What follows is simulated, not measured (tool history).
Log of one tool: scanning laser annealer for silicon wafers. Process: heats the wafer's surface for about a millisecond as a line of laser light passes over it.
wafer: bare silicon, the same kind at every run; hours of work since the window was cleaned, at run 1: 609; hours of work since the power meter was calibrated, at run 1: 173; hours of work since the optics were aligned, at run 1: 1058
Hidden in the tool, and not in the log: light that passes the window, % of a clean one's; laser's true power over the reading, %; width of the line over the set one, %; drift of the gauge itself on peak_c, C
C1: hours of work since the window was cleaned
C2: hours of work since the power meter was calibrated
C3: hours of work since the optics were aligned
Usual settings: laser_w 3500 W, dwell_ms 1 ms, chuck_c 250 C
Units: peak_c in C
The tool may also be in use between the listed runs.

{"run": 1, "day": 0.0, "laser_w": 3500, "dwell_ms": 1, "chuck_c": 250, "C1": 609, "C2": 173, "C3": 1058, "peak_c": 955}
{"run": 2, "day": 0.562, "laser_w": 3049, "dwell_ms": 1, "chuck_c": 250, "C1": 618, "C2": 183, "C3": 1067, "peak_c": 871}
{"run": 3, "day": 0.988, "laser_w": 3769, "dwell_ms": 1, "chuck_c": 250, "C1": 625, "C2": 189, "C3": 1074, "peak_c": 1006}
{"run": 4, "day": 1.388, "laser_w": 3769, "dwell_ms": 1, "chuck_c": 250, "C1": 631, "C2": 196, "C3": 1081, "peak_c": 1006}
{"run": 5, "day": 1.8, "laser_w": 3769, "dwell_ms": 1, "chuck_c": 250, "C1": 638, "C2": 202, "C3": 1087, "peak_c": 1006}
{"run": 6, "day": 2.217, "laser_w": 3381, "dwell_ms": 1, "chuck_c": 250, "C1": 645, "C2": 209, "C3": 1094, "peak_c": 932}
{"run": 7, "day": 2.596, "laser_w": 3381, "dwell_ms": 1, "chuck_c": 250, "C1": 651, "C2": 215, "C3": 1100, "peak_c": 934}
{"day": 2.767, "done": "laser's power meter calibrated"}
{"run": 8, "day": 2.996, "laser_w": 3381, "dwell_ms": 1, "chuck_c": 250, "C1": 655, "C2": 4, "C3": 1105, "peak_c": 936}
{"run": 9, "day": 3.488, "laser_w": 3134, "dwell_ms": 1, "chuck_c": 250, "C1": 663, "C2": 12, "C3": 1112, "peak_c": 886}
{"run": 10, "day": 3.858, "laser_w": 3500, "dwell_ms": 0.7, "chuck_c": 250, "C1": 669, "C2": 18, "C3": 1118, "peak_c": 835}
{"run": 11, "day": 4.379, "laser_w": 3500, "dwell_ms": 0.77, "chuck_c": 250, "C1": 677, "C2": 26, "C3": 1127, "peak_c": 864}
{"day": 4.8, "done": "optics aligned, line set to its width"}
{"run": 12, "day": 5.062, "laser_w": 3500, "dwell_ms": 0.77, "chuck_c": 250, "C1": 685, "C2": 34, "C3": 4, "peak_c": 872}
{"day": 5.279, "done": "laser's power meter calibrated, once more"}
{"run": 13, "day": 5.496, "laser_w": 3500, "dwell_ms": 1.24, "chuck_c": 256, "C1": 690, "C2": 3, "C3": 9, "peak_c": 1046}
{"run": 14, "day": 5.958, "laser_w": 3303, "dwell_ms": 0.7, "chuck_c": 223, "C1": 697, "C2": 11, "C3": 17, "peak_c": 783}
{"run": 15, "day": 6.454, "laser_w": 3372, "dwell_ms": 0.7, "chuck_c": 223, "C1": 705, "C2": 19, "C3": 25, "peak_c": 795}
{"run": 16, "day": 6.871, "laser_w": 3038, "dwell_ms": 1.06, "chuck_c": 260, "C1": 712, "C2": 26, "C3": 31, "peak_c": 903}

The next listed run, before its measurement:
{"run": 17, "day": 7.15, "laser_w": 3778, "dwell_ms": 1.03, "chuck_c": 238, "C1": 717, "C2": 30, "C3": 36, "peak_c": "?"}

peak_c: 1009 C
Without the tool's hidden state the same run would have given peak_c 1045 C.

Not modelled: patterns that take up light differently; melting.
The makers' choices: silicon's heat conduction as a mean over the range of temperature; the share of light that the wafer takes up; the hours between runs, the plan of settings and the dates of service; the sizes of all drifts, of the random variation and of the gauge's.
